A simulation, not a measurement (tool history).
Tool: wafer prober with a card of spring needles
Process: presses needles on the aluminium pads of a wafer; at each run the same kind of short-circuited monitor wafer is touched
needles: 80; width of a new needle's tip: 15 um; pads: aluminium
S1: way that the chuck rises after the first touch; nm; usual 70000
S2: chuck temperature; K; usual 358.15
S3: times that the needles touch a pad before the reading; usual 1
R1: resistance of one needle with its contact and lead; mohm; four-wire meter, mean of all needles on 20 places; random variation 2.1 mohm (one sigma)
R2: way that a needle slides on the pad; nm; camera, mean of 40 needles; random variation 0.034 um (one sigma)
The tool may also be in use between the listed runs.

{"run": 1, "day": 0.0, "S1": 70000, "S2": 358.15, "S3": 1, "R1": 225, "R2": 15590}
{"run": 2, "day": 0.825, "S1": 70000, "S2": 358.15, "S3": 1, "R1": 228, "R2": 15640}
{"run": 3, "day": 1.567, "S1": 70000, "S2": 357.15, "S3": 1, "R1": 227, "R2": 15630}
{"run": 4, "day": 2.217, "S1": 70000, "S2": 357.15, "S3": 1, "R1": 227, "R2": 15670}
{"run": 5, "day": 3.104, "S1": 70000, "S2": 328.15, "S3": 1, "R1": 214, "R2": 15650}
{"run": 6, "day": 4.225, "S1": 70000, "S2": 328.15, "S3": 1, "R1": 215, "R2": 15610}
{"run": 7, "day": 5.267, "S1": 70000, "S2": 328.15, "S3": 1, "R1": 220, "R2": 15650}
{"run": 8, "day": 5.75, "S1": 70000, "S2": 358.15, "S3": 1, "R1": 224, "R2": 15740}
{"run": 9, "day": 6.329, "S1": 70000, "S2": 358.15, "S3": 1, "R1": 223, "R2": 15640}
{"run": 10, "day": 7.075, "S1": 70000, "S2": 358.15, "S3": 1, "R1": 223, "R2": 15630}
{"run": 11, "day": 7.883, "S1": 88000, "S2": 358.15, "S3": 1, "R1": 222, "R2": 19740}
{"run": 12, "day": 8.729, "S1": 83000, "S2": 358.15, "S3": 1, "R1": 219, "R2": 18630}
{"run": 13, "day": 9.258, "S1": 60000, "S2": 348.15, "S3": 2, "R1": 226, "R2": 13420}
{"run": 14, "day": 10.442, "S1": 60000, "S2": 348.15, "S3": 2, "R1": 223, "R2": 13410}
{"run": 15, "day": 11.15, "S1": 60000, "S2": 348.15, "S3": 2, "R1": 221, "R2": 13430}
{"run": 16, "day": 12.233, "S1": 87000, "S2": 390.15, "S3": 2, "R1": 233, "R2": 19410}
{"run": 17, "day": 12.729, "S1": 77000, "S2": 340.15, "S3": 1, "R1": 216, "R2": 17170}
{"run": 18, "day": 13.646, "S1": 54000, "S2": 358.15, "S3": 1, "R1": 227, "R2": 12060}
{"run": 19, "day": 14.721, "S1": 54000, "S2": 358.15, "S3": 1, "R1": 227, "R2": 12020}
{"run": 20, "day": 15.65, "S1": 58000, "S2": 358.15, "S3": 1, "R1": 232, "R2": 13000}
{"run": 21, "day": 16.662, "S1": 55000, "S2": 331.15, "S3": 2, "R1": 224, "R2": 12270}
{"run": 22, "day": 17.521, "S1": 55000, "S2": 331.15, "S3": 2, "R1": 219, "R2": 12270}
{"run": 23, "day": 18.146, "S1": 63000, "S2": 356.15, "S3": 2, "R1": 227, "R2": 14080}
{"run": 24, "day": 19.008, "S1": 55000, "S2": 358.15, "S3": 3, "R1": 228, "R2": 12310}

Taken out of this log: 17 entries between the listed runs. Where each belongs, and how the hidden state differs across it:
Between runs 2 and 3: tips cleaned on abrasive film (day 1.2)
  debris on the tips, nm: 2.1 -> 1.5
Between runs 3 and 4: height of the first contact set anew (day 1.925)
  debris on the tips, nm: 1.5 -> 2.3; way that the needles fall short of the set height, um: 0.02 -> 0
Between runs 4 and 5: tips cleaned on abrasive film (day 2.388)
  debris on the tips, nm: 2.3 -> 2.1
Between runs 5 and 6: tips cleaned on abrasive film (day 3.554)
  debris on the tips, nm: 2.1 -> 2
Between runs 6 and 7: tips cleaned on abrasive film (day 4.788)
  debris on the tips, nm: 2 -> 1.8
Between runs 8 and 9: tips cleaned on abrasive film (day 5.958)
  debris on the tips, nm: 2.2 -> 1.5; way that the needles fall short of the set height, um: 0 -> 0.01
Between runs 10 and 11: tips cleaned on abrasive film (day 7.171)
  debris on the tips, nm: 2.3 -> 2.1
Between runs 11 and 12: tips cleaned on abrasive film (day 8.371)
  debris on the tips, nm: 2.1 -> 1.4
Between runs 13 and 14: tips cleaned on abrasive film (day 9.575)
  no hidden state differs between the two runs
Between runs 14 and 15: tips cleaned on abrasive film (day 10.767)
  debris on the tips, nm: 2.2 -> 1.5
Between runs 15 and 16: tips cleaned on abrasive film (day 11.912)
  debris on the tips, nm: 1.5 -> 1.4
Between runs 17 and 18: tips cleaned on abrasive film (day 13.075)
  debris on the tips, nm: 2.1 -> 1.9
Between runs 18 and 19: tips cleaned on abrasive film (day 14.262)
  debris on the tips, nm: 1.9 -> 1.7
Between runs 19 and 20: tips cleaned on abrasive film (day 15.412)
  debris on the tips, nm: 1.7 -> 1.2; way that the needles fall short of the set height, um: 0.01 -> 0.02
Between runs 20 and 21: tips cleaned on abrasive film (day 16.567)
  debris on the tips, nm: 1.2 -> 0.7
Between runs 22 and 23: tips cleaned on abrasive film (day 17.767)
  debris on the tips, nm: 2.3 -> 1.6
Between runs 23 and 24: tips cleaned on abrasive film (day 18.938)
  debris on the tips, nm: 1.6 -> 0.6
